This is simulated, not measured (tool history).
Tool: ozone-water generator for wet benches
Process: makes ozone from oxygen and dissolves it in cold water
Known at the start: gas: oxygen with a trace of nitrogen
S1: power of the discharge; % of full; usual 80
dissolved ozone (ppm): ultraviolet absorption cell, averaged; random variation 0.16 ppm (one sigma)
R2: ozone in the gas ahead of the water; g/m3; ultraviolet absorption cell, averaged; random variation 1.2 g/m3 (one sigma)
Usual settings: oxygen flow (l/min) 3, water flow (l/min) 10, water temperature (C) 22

{"run": 1, "hour": 0.0, "S1": 80, "oxygen flow (l/min)": 3, "water flow (l/min)": 10, "water temperature (C)": 22, "dissolved ozone (ppm)": 19.3, "R2": 208.9}
{"run": 2, "hour": 58.2, "S1": 80, "oxygen flow (l/min)": 3, "water flow (l/min)": 10, "water temperature (C)": 24, "dissolved ozone (ppm)": 18.5, "R2": 207.4}
{"run": 3, "hour": 138.3, "S1": 80, "oxygen flow (l/min)": 3, "water flow (l/min)": 10, "water temperature (C)": 24, "dissolved ozone (ppm)": 18.5, "R2": 207.2}
{"run": 4, "hour": 198.3, "S1": 80, "oxygen flow (l/min)": 3, "water flow (l/min)": 10, "water temperature (C)": 22, "dissolved ozone (ppm)": 18.8, "R2": 205.2}
{"run": 5, "hour": 277.0, "S1": 80, "oxygen flow (l/min)": 3, "water flow (l/min)": 10, "water temperature (C)": 22, "dissolved ozone (ppm)": 18.8, "R2": 205.2}
{"run": 6, "hour": 329.7, "S1": 80, "oxygen flow (l/min)": 3, "water flow (l/min)": 10, "water temperature (C)": 22, "dissolved ozone (ppm)": 18.8, "R2": 206.8}
{"run": 7, "hour": 374.5, "S1": 80, "oxygen flow (l/min)": 3, "water flow (l/min)": 10, "water temperature (C)": 22, "dissolved ozone (ppm)": 18.7, "R2": 205.9}
{"run": 8, "hour": 417.3, "S1": 80, "oxygen flow (l/min)": 3, "water flow (l/min)": 15, "water temperature (C)": 22, "dissolved ozone (ppm)": 12.6, "R2": 206.4}
{"run": 9, "hour": 460.2, "S1": 89, "oxygen flow (l/min)": 3, "water flow (l/min)": 10, "water temperature (C)": 22, "dissolved ozone (ppm)": 20.2, "R2": 222.4}
{"run": 10, "hour": 519.7, "S1": 89, "oxygen flow (l/min)": 3, "water flow (l/min)": 13, "water temperature (C)": 22, "dissolved ozone (ppm)": 15.6, "R2": 222.8}
{"run": 11, "hour": 590.5, "S1": 50, "oxygen flow (l/min)": 3, "water flow (l/min)": 10, "water temperature (C)": 17, "dissolved ozone (ppm)": 14.1, "R2": 142.4}
{"run": 12, "hour": 671.4, "S1": 44, "oxygen flow (l/min)": 3, "water flow (l/min)": 10, "water temperature (C)": 26, "dissolved ozone (ppm)": 11.1, "R2": 129.5}
{"hour": 737.1, "done": "contactor cleaned"}
{"run": 13, "hour": 755.7, "S1": 44, "oxygen flow (l/min)": 3, "water flow (l/min)": 10, "water temperature (C)": 26, "dissolved ozone (ppm)": 11.2, "R2": 127.2}

Run 14 comes next. What will it give?
{"run": 14, "hour": 834.4, "S1": 44, "oxygen flow (l/min)": 3, "water flow (l/min)": 10, "water temperature (C)": 26, "dissolved ozone (ppm)": "?", "R2": "?"}

dissolved ozone (ppm): 11.4
R2: 128.0 g/m3
Without the tool's hidden state the same run would have given dissolved ozone (ppm) 12.1, R2 133.8 g/m3.
